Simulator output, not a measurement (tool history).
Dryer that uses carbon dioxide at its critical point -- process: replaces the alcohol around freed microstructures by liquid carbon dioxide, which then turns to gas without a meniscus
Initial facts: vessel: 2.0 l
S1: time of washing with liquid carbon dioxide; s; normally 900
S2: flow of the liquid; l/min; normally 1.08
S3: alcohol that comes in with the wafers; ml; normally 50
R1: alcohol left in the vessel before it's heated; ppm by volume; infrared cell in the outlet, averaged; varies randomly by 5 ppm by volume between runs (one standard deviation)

Run 1, hour 0.0: usual settings. Result: R1 209 ppm by volume.
Run 2, hour 52.1: usual settings but S1 600 s. Result: R1 358 ppm by volume.
Run 3, hour 91.3: usual settings but S2 0.73 l/min. Result: R1 358 ppm by volume.
Run 4, hour 148.9: usual settings but S3 87 ml. Result: R1 243 ppm by volume.
Run 5, hour 214.5: usual settings but S3 87 ml. Result: R1 254 ppm by volume.
At hour 257.9: purifier's bed changed.
At hour 269.6: inlet filter changed.
Run 6, hour 286.1: usual settings but S2 1.17 l/min, S3 87 ml. Result: R1 12 ppm by volume.
Run 7, hour 317.0: usual settings but S2 1.17 l/min, S3 87 ml. Result: R1 27 ppm by volume.
Run 8, hour 354.5: usual settings but S3 91 ml. Result: R1 49 ppm by volume.
Run 9, hour 408.9: usual settings but S3 91 ml. Result: R1 61 ppm by volume.
Run 10, hour 455.1: usual settings but S2 0.93 l/min, S3 91 ml. Result: R1 98 ppm by volume.
Run 11, hour 513.9: usual settings but S2 0.93 l/min, S3 91 ml. Result: R1 116 ppm by volume.
Run 12, hour 569.2: usual settings but S2 0.93 l/min, S3 91 ml. Result: R1 120 ppm by volume.
Run 13, hour 628.9: usual settings but S2 0.93 l/min, S3 91 ml. Result: R1 139 ppm by volume.
Run 14, hour 675.2: usual settings but S2 0.93 l/min, S3 91 ml. Result: R1 153 ppm by volume.
At hour 736.0: inlet filter changed.
Run 15, hour 741.0: usual settings. Result: R1 90 ppm by volume.
Run 16, hour 785.3: usual settings. Result: R1 87 ppm by volume.
Run 17, hour 848.7: usual settings. Result: R1 101 ppm by volume.
Run 18, hour 907.6: usual settings. Result: R1 108 ppm by volume.
Run 19, hour 968.8: usual settings. Result: R1 106 ppm by volume.
Run 20, hour 1010.8: usual settings. Result: R1 113 ppm by volume.
Run 21, hour 1077.3: usual settings. Result: R1 126 ppm by volume.
Run 22, hour 1145.0: usual settings. Result: R1 145 ppm by volume.
Run 23, hour 1195.6: usual settings. Result: R1 150 ppm by volume.
At hour 1201.3: inlet filter changed.
Run 24, hour 1249.9: usual settings but S2 1.12 l/min. Result: R1 147 ppm by volume.
Run 25, hour 1288.4: usual settings but S1 600 s, S2 1.51 l/min, S3 22 ml. Result: R1 148 ppm by volume.
Run 26, hour 1353.7: usual settings but S2 1.77 l/min. Result: R1 148 ppm by volume.
Run 27, hour 1384.8: usual settings but S1 1080 s, S2 1.79 l/min, S3 65 ml. Result: R1 150 ppm by volume.
Run 28, hour 1427.2: usual settings but S1 840 s, S2 0.70 l/min, S3 29 ml. Result: R1 314 ppm by volume.
Run 29, hour 1484.4: usual settings but S1 600 s, S3 65 ml. Result: R1 383 ppm by volume.
Run 30, hour 1517.6: usual settings but S1 1080 s, S2 1.62 l/min, S3 75 ml. Result: R1 171 ppm by volume.
Run 31, hour 1575.5: usual settings but S1 660 s, S2 1.75 l/min, S3 108 ml. Result: R1 191 ppm by volume.
Run 32, hour 1605.2: usual settings but S3 44 ml. Result: R1 195 ppm by volume.
Run 33, hour 1662.1: usual settings but S2 1.56 l/min, S3 53 ml. Result: R1 194 ppm by volume.
At hour 1672.4: inlet filter changed.
Run 34, hour 1717.9: usual settings but S1 660 s, S2 1.12 l/min, S3 30 ml. Result: R1 246 ppm by volume.
Run 35, hour 1777.7: usual settings but S1 660 s, S2 1.12 l/min, S3 30 ml. Result: R1 243 ppm by volume.
Run 36, hour 1847.5: usual settings but S1 1260 s, S2 0.92 l/min, S3 102 ml. Result: R1 217 ppm by volume.
Run 37, hour 1915.5: usual settings but S1 1320 s, S2 1.43 l/min, S3 60 ml. Result: R1 220 ppm by volume.
At hour 1933.8: purifier's bed changed.
Run 38, hour 1971.3: usual settings but S2 1.05 l/min, S3 54 ml. Result: R1 30 ppm by volume.
Run 39, hour 2016.6: usual settings but S1 1020 s, S2 0.81 l/min, S3 52 ml. Result: R1 58 ppm by volume.
Run 40, hour 2053.3: usual settings but S1 1020 s, S2 0.81 l/min, S3 52 ml. Result: R1 77 ppm by volume.
Run 41, hour 2111.0: usual settings but S1 660 s, S2 0.99 l/min, S3 52 ml. Result: R1 224 ppm by volume.
At hour 2140.6: inlet filter changed.
Run 42, hour 2173.7: usual settings but S1 1320 s, S2 1.18 l/min, S3 85 ml. Result: R1 53 ppm by volume.
Run 43, hour 2227.4: usual settings but S1 1320 s, S2 0.86 l/min, S3 85 ml. Result: R1 52 ppm by volume.
Run 44, hour 2284.6: usual settings but S1 1320 s, S2 0.86 l/min, S3 85 ml. Result: R1 50 ppm by volume.
Run 45, hour 2317.0: usual settings. Result: R1 64 ppm by volume.
Run 46, hour 2376.0: usual settings but S1 1080 s, S3 93 ml. Result: R1 74 ppm by volume.
Run 47, hour 2430.6: usual settings but S1 1080 s, S3 93 ml. Result: R1 77 ppm by volume.

Results for each run, recomputed without the tool's hidden state and with each run's random variation untouched:
Hidden state present: flow that reaches the vessel past the clogged filter, %; alcohol in the recycled carbon dioxide, ppm; drift of the gauge itself on alcohol_ppm, %.
run   R1
  1   19
  2  128
  3  121
  4   29
  5   22
  6    7
  7   17
  8   31
  9   34
 10   55
 11   60
 12   50
 13   55
 14   58
 15   25
 16   15
 17   20
 18   19
 19    8
 20   10
 21   11
 22   18
 23   16
 24   17
 25   10
 26    6
 27    7
 28  128
 29  169
 30    7
 31   11
 32   12
 33   14
 34   52
 35   42
 36   10
 37    0
 38   17
 39   27
 40   39
 41  123
 42   19
 43   10
 44    0
 45    7
 46   11
 47    8
